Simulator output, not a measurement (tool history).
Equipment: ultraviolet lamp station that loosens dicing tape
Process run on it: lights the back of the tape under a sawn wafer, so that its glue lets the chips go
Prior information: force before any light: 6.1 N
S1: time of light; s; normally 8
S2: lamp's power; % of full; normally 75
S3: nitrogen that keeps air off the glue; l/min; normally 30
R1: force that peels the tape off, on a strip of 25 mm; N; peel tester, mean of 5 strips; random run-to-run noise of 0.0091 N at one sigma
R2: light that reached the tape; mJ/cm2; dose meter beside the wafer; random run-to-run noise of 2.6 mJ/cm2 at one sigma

run 1 day=0.000 | S1=8 S2=75 S3=30 | R1=0.397 R2=324
run 2 day=1.725 | S1=8 S2=75 S3=30 | R1=0.399 R2=321
run 3 day=3.971 | S1=8 S2=75 S3=30 | R1=0.373 R2=322
run 4 day=6.596 | S1=8 S2=86 S3=30 | R1=0.318 R2=373
run 5 day=9.975 | S1=8 S2=75 S3=30 | R1=0.396 R2=321
run 6 day=12.650 | S1=8 S2=75 S3=30 | R1=0.385 R2=327
run 7 day=14.338 | S1=8 S2=75 S3=30 | R1=0.401 R2=320
run 8 day=17.050 | S1=8 S2=71 S3=30 | R1=0.423 R2=308
run 9 day=18.604 | S1=8 S2=71 S3=30 | R1=0.431 R2=307
run 10 day=21.975 | S1=7 S2=71 S3=30 | R1=0.496 R2=266
run 11 day=23.742 | S1=7 S2=71 S3=30 | R1=0.516 R2=270
run 12 day=25.692 | S1=8 S2=75 S3=30 | R1=0.382 R2=325
run 13 day=28.238 | S1=8 S2=75 S3=30 | R1=0.366 R2=323
-- day=30.075 window cleaned of glue's vapour
run 14 day=30.717 | S1=8 S2=75 S3=30 | R1=0.403 R2=323
run 15 day=33.500 | S1=8 S2=75 S3=30 | R1=0.372 R2=325
run 16 day=35.388 | S1=8 S2=75 S3=30 | R1=0.390 R2=323
run 17 day=37.012 | S1=8 S2=75 S3=30 | R1=0.373 R2=318
run 18 day=40.129 | S1=8 S2=75 S3=30 | R1=0.384 R2=325
run 19 day=42.738 | S1=8 S2=75 S3=30 | R1=0.379 R2=318
run 20 day=45.746 | S1=8 S2=63 S3=30 | R1=0.505 R2=266
run 21 day=48.562 | S1=8 S2=92 S3=30 | R1=0.300 R2=403
run 22 day=51.871 | S1=16 S2=96 S3=45 | R1=0.218 R2=837
run 23 day=54.488 | S1=5 S2=85 S3=30 | R1=0.680 R2=229
run 24 day=57.817 | S1=5 S2=74 S3=21 | R1=0.996 R2=200
-- day=60.175 window cleaned of glue's vapour
run 25 day=60.404 | S1=5 S2=74 S3=21 | R1=1.009 R2=198
run 26 day=63.371 | S1=5 S2=74 S3=11 | R1=1.318 R2=195
run 27 day=65.008 | S1=6 S2=98 S3=10 | R1=0.679 R2=318
run 28 day=68.179 | S1=4 S2=87 S3=11 | R1=1.457 R2=187
run 29 day=69.921 | S1=14 S2=70 S3=30 | R1=0.251 R2=533
-- day=71.138 lamp changed
run 30 day=72.925 | S1=14 S2=70 S3=30 | R1=0.238 R2=529
run 31 day=75.900 | S1=14 S2=70 S3=30 | R1=0.241 R2=530
run 32 day=79.088 | S1=14 S2=70 S3=30 | R1=0.239 R2=528
run 33 day=81.754 | S1=8 S2=86 S3=23 | R1=0.348 R2=367
run 34 day=85.321 | S1=12 S2=72 S3=10 | R1=0.362 R2=467
run 35 day=88.108 | S1=15 S2=94 S3=39 | R1=0.235 R2=762
-- day=90.212 window cleaned of glue's vapour
run 36 day=91.512 | S1=15 S2=94 S3=39 | R1=0.229 R2=764
run 37 day=94.558 | S1=11 S2=85 S3=40 | R1=0.249 R2=506
run 38 day=96.954 | S1=7 S2=75 S3=22 | R1=0.531 R2=283

Results per run with the tool's hidden condition removed, run-to-run variation unchanged:
Hidden conditions of the tool in this case: lamp's light, % of a new lamp's; light that the window lets through, % of a clean one's; drift of the gauge itself on peel_n, %; drift of the gauge itself on dose_mj_cm2, %.
run=1 R1=0.396 R2=325
run=2 R1=0.397 R2=321
run=3 R1=0.372 R2=323
run=4 R1=0.317 R2=374
run=5 R1=0.395 R2=322
run=6 R1=0.384 R2=328
run=7 R1=0.399 R2=321
run=8 R1=0.421 R2=309
run=9 R1=0.429 R2=308
run=10 R1=0.492 R2=267
run=11 R1=0.512 R2=271
run=12 R1=0.379 R2=326
run=13 R1=0.364 R2=325
run=14 R1=0.401 R2=324
run=15 R1=0.370 R2=327
run=16 R1=0.388 R2=324
run=17 R1=0.371 R2=320
run=18 R1=0.381 R2=327
run=19 R1=0.376 R2=320
run=20 R1=0.501 R2=268
run=21 R1=0.298 R2=405
run=22 R1=0.218 R2=842
run=23 R1=0.673 R2=231
run=24 R1=0.986 R2=201
run=25 R1=1.001 R2=199
run=26 R1=1.308 R2=196
run=27 R1=0.673 R2=320
run=28 R1=1.446 R2=188
run=29 R1=0.250 R2=537
run=30 R1=0.238 R2=529
run=31 R1=0.241 R2=530
run=32 R1=0.239 R2=529
run=33 R1=0.347 R2=368
run=34 R1=0.361 R2=468
run=35 R1=0.235 R2=764
run=36 R1=0.229 R2=765
run=37 R1=0.249 R2=507
run=38 R1=0.530 R2=284
